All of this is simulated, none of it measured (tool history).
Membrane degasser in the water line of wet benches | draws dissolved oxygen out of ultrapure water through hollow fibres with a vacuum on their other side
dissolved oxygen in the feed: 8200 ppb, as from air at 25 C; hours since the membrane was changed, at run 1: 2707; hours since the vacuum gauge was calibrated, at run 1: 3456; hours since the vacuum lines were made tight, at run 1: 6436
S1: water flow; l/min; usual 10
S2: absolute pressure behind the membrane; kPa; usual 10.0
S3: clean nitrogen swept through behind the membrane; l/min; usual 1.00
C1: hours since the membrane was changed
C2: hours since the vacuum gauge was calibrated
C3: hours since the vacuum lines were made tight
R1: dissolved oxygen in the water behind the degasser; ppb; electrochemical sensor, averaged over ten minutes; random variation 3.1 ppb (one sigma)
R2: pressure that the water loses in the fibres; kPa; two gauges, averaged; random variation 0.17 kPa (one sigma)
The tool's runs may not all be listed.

{"run": 1, "hour": 0.0, "S1": 10, "S2": 10.0, "S3": 1.0, "C1": 2707, "C2": 3456, "C3": 6436, "R1": 308.7, "R2": 28.82}
{"run": 2, "hour": 108.4, "S1": 10, "S2": 10.0, "S3": 1.0, "C1": 2816, "C2": 3564, "C3": 6545, "R1": 308.7, "R2": 28.49}
{"run": 3, "hour": 190.9, "S1": 10, "S2": 10.0, "S3": 1.0, "C1": 2898, "C2": 3647, "C3": 6627, "R1": 300.6, "R2": 28.5}
{"run": 4, "hour": 276.0, "S1": 10, "S2": 10.0, "S3": 1.0, "C1": 2983, "C2": 3732, "C3": 6712, "R1": 305.9, "R2": 28.75}
{"run": 5, "hour": 356.7, "S1": 10, "S2": 10.0, "S3": 1.0, "C1": 3064, "C2": 3812, "C3": 6793, "R1": 304.5, "R2": 28.66}
{"run": 6, "hour": 459.5, "S1": 9, "S2": 10.0, "S3": 1.0, "C1": 3167, "C2": 3915, "C3": 6896, "R1": 243.6, "R2": 25.85}
{"run": 7, "hour": 564.1, "S1": 13, "S2": 10.0, "S3": 1.0, "C1": 3271, "C2": 4020, "C3": 7000, "R1": 523.7, "R2": 37.31}
{"run": 8, "hour": 692.6, "S1": 10, "S2": 10.4, "S3": 1.0, "C1": 3400, "C2": 4148, "C3": 7129, "R1": 315.9, "R2": 28.62}
{"run": 9, "hour": 824.9, "S1": 10, "S2": 10.4, "S3": 1.0, "C1": 3532, "C2": 4281, "C3": 7261, "R1": 309.4, "R2": 28.81}
{"run": 10, "hour": 913.5, "S1": 10, "S2": 10.4, "S3": 1.0, "C1": 3621, "C2": 4369, "C3": 7350, "R1": 309.5, "R2": 28.97}
{"run": 11, "hour": 1011.4, "S1": 14, "S2": 21.0, "S3": 1.52, "C1": 3719, "C2": 4467, "C3": 7448, "R1": 740.7, "R2": 40.07}
{"run": 12, "hour": 1113.3, "S1": 9, "S2": 23.5, "S3": 0.44, "C1": 3821, "C2": 4569, "C3": 7550, "R1": 917.4, "R2": 25.89}
{"run": 13, "hour": 1197.1, "S1": 16, "S2": 15.9, "S3": 1.12, "C1": 3904, "C2": 4653, "C3": 7633, "R1": 916.1, "R2": 46.14}
{"run": 14, "hour": 1309.5, "S1": 16, "S2": 15.9, "S3": 1.12, "C1": 4017, "C2": 4765, "C3": 7746, "R1": 924.5, "R2": 45.95}
{"run": 15, "hour": 1450.4, "S1": 10, "S2": 18.0, "S3": 2.81, "C1": 4158, "C2": 4906, "C3": 7887, "R1": 278.9, "R2": 28.8}
{"run": 16, "hour": 1600.6, "S1": 8, "S2": 10.0, "S3": 1.0, "C1": 4308, "C2": 5056, "C3": 8037, "R1": 190.3, "R2": 22.96}
{"run": 17, "hour": 1774.5, "S1": 6, "S2": 13.7, "S3": 0.93, "C1": 4482, "C2": 5230, "C3": 8211, "R1": 177.2, "R2": 17.44}
{"run": 18, "hour": 1890.1, "S1": 6, "S2": 19.6, "S3": 1.5, "C1": 4597, "C2": 5346, "C3": 8326, "R1": 176.4, "R2": 17.4}
{"run": 19, "hour": 2016.4, "S1": 13, "S2": 6.0, "S3": 1.39, "C1": 4724, "C2": 5472, "C3": 8453, "R1": 393.3, "R2": 37.29}

5 ways to go on from here, each from the tool as it stands after run 19. What would each give?
{"run": "A", "hour": 2098.7, "S1": 15, "S2": 10.0, "S3": 1.0, "C1": 4806, "C2": 5554, "C3": 8535, "R1": "?", "R2": "?"}
{"run": "B", "hour": 2098.7, "S1": 14, "S2": 10.0, "S3": 1.55, "C1": 4806, "C2": 5554, "C3": 8535, "R1": "?", "R2": "?"}
{"run": "C", "hour": 2098.7, "S1": 14, "S2": 12.1, "S3": 1.0, "C1": 4806, "C2": 5554, "C3": 8535, "R1": "?", "R2": "?"}
{"run": "D", "hour": 2098.7, "S1": 10, "S2": 10.0, "S3": 2.5, "C1": 4806, "C2": 5554, "C3": 8535, "R1": "?", "R2": "?"}
{"run": "E", "hour": 2098.7, "S1": 10, "S2": 22.0, "S3": 1.37, "C1": 4806, "C2": 5554, "C3": 8535, "R1": "?", "R2": "?"}

run=A R1=695.8 R2=43.47
run=B R1=534.2 R2=40.25
run=C R1=663.6 R2=40.38
run=D R1=216.0 R2=28.89
run=E R1=462.7 R2=28.70
Without the tool's hidden state the same runs would have given:
run=A R1=695.1 R2=43.45
run=B R1=533.6 R2=40.23
run=C R1=663.0 R2=40.37
run=D R1=215.7 R2=28.88
run=E R1=462.2 R2=28.69
